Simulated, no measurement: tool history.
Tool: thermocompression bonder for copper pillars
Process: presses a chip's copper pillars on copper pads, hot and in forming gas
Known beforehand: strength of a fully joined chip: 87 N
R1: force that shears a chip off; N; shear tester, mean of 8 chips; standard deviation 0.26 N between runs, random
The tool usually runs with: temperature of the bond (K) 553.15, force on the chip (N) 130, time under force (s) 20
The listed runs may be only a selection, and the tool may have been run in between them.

run 1 day=0.000 | temperature_of_the_bond_(K)=553.15 force_on_the_chip_(N)=130 time_under_force_(s)=20 | R1=46.4
run 2 day=0.246 | temperature_of_the_bond_(K)=553.15 force_on_the_chip_(N)=130 time_under_force_(s)=12 | R1=42.9
run 3 day=0.571 | temperature_of_the_bond_(K)=553.15 force_on_the_chip_(N)=119 time_under_force_(s)=20 | R1=47.7
run 4 day=0.896 | temperature_of_the_bond_(K)=553.15 force_on_the_chip_(N)=119 time_under_force_(s)=20 | R1=48.0
run 5 day=1.104 | temperature_of_the_bond_(K)=569.15 force_on_the_chip_(N)=130 time_under_force_(s)=20 | R1=57.4
run 6 day=1.496 | temperature_of_the_bond_(K)=553.15 force_on_the_chip_(N)=143 time_under_force_(s)=20 | R1=52.2
run 7 day=1.862 | temperature_of_the_bond_(K)=534.15 force_on_the_chip_(N)=130 time_under_force_(s)=20 | R1=40.6
run 8 day=2.267 | temperature_of_the_bond_(K)=534.15 force_on_the_chip_(N)=130 time_under_force_(s)=20 | R1=40.4
run 9 day=2.583 | temperature_of_the_bond_(K)=547.15 force_on_the_chip_(N)=130 time_under_force_(s)=20 | R1=47.0
run 10 day=2.829 | temperature_of_the_bond_(K)=580.15 force_on_the_chip_(N)=130 time_under_force_(s)=20 | R1=61.4
run 11 day=3.221 | temperature_of_the_bond_(K)=580.15 force_on_the_chip_(N)=130 time_under_force_(s)=20 | R1=61.7
run 12 day=3.688 | temperature_of_the_bond_(K)=580.15 force_on_the_chip_(N)=130 time_under_force_(s)=20 | R1=60.6
run 13 day=3.933 | temperature_of_the_bond_(K)=546.15 force_on_the_chip_(N)=130 time_under_force_(s)=20 | R1=45.8
run 14 day=4.412 | temperature_of_the_bond_(K)=546.15 force_on_the_chip_(N)=130 time_under_force_(s)=20 | R1=45.4
run 15 day=4.888 | temperature_of_the_bond_(K)=550.15 force_on_the_chip_(N)=102 time_under_force_(s)=12 | R1=34.6

The log once held 1 entry between its listed runs, left out of this copy. Where does each go, and what is different about the tool's unlogged condition between the listed run before it and the listed run after it?
Between runs 1 and 2: forming gas filter changed (day 0.246)
  oxide that the forming gas leaves, % of the face: 8.43 -> 0.78
  the result without the hidden state subtracted from the measured one, R1: -5.2 -> -1.3 N
